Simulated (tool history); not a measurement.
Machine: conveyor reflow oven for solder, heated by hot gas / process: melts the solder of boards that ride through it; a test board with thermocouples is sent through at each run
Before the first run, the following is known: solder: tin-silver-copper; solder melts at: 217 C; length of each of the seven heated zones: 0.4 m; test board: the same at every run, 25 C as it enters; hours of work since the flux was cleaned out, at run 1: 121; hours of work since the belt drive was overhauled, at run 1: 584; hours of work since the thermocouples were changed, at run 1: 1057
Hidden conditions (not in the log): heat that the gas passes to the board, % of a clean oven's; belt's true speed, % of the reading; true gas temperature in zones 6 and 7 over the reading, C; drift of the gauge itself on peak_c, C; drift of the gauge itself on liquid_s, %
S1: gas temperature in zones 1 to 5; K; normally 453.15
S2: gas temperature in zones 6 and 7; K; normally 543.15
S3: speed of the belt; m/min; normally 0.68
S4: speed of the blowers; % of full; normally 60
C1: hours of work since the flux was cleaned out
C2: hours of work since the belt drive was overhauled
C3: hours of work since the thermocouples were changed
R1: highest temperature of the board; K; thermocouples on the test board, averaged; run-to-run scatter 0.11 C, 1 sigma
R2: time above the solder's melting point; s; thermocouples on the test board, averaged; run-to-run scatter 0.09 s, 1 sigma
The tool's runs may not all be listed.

run,day,S1,S2,S3,S4,C1,C2,C3,R1,R2
1,0,453.15,543.15,0.68,60,121,584,1057,531.65,59.76
2,1.162,453.15,543.15,0.68,52,135,598,1070,530.65,58.77
3,2.512,453.15,543.15,0.68,52,151,614,1086,530.55,58.67
4,3.675,453.15,543.15,0.68,60,164,628,1100,531.75,59.42
5,5.925,453.15,543.15,0.68,60,191,655,1127,531.95,59.8
6,8.375,453.15,543.15,0.68,52,220,684,1156,530.55,58.71
7,10.488,453.15,543.15,0.68,52,245,709,1181,530.55,58.68
# day 12.1: flux residue cleaned out of gas plates and filters
8,12.192,453.15,543.15,0.68,52,1,727,1199,530.55,58.71
9,13.392,441.15,543.15,0.68,60,15,741,1213,530.15,54.91
10,15.712,441.15,543.15,0.68,60,43,768,1241,530.15,55.14
# day 17.508: thermocouples of zones 6 and 7 changed
11,18.108,441.15,543.15,0.68,60,70,796,7,529.95,54.93
12,19.525,453.15,543.15,0.68,69,87,813,24,532.75,60.51
13,22.096,455.15,543.15,0.68,60,118,843,55,531.95,60.48
14,24.396,453.15,543.15,0.68,60,145,871,82,531.95,59.56
15,25.871,453.15,543.15,0.68,60,163,888,99,531.75,59.65
16,27.342,453.15,543.15,0.68,60,180,906,117,531.65,59.66
17,29.15,453.15,543.15,0.68,60,202,927,138,531.85,59.51
18,31.621,453.15,543.15,0.68,60,231,956,168,531.95,59.65
19,32.979,453.15,543.15,0.68,57,247,973,184,531.25,59.34
# day 34.362: flux residue cleaned out of gas plates and filters
20,34.362,452.15,543.15,0.68,57,0,986,198,531.05,59.03
21,36.362,453.15,537.15,0.68,60,24,1010,221,526.35,56.64
22,38.354,458.15,557.15,0.593,70,47,1034,245,549.75,78.54
23,39.562,460.15,557.15,0.68,57,62,1048,260,545.05,67.79
24,41.042,453.15,540.15,0.68,60,79,1066,277,528.95,58.12
25,42.838,453.15,540.15,0.68,60,101,1087,298,529.15,58.16
26,43.908,453.15,540.15,0.68,60,113,1100,311,529.05,58.36
27,45.317,453.15,543.15,0.68,66,130,1117,328,532.75,60.09
28,47.771,453.15,543.15,0.546,69,159,1146,357,537.65,79.03
29,49.458,456.15,539.15,0.68,60,179,1166,377,528.25,58.98

Here are 3 independent what-if runs from the current tool condition. What would each one return?
A,51.446,453.15,543.15,0.68,50,203,1189,401,?,?
B,51.446,453.15,547.15,0.68,60,203,1189,401,?,?
C,51.446,449.15,553.15,0.695,60,203,1189,401,?,?

run,R1,R2
A,530.25,58.45
B,535.35,61.42
C,539.65,60.8
With the hidden condition removed and each run's random variation left untouched, the same runs would have given:
run,R1,R2
A,530.25,58.43
B,535.35,61.4
C,539.65,60.78

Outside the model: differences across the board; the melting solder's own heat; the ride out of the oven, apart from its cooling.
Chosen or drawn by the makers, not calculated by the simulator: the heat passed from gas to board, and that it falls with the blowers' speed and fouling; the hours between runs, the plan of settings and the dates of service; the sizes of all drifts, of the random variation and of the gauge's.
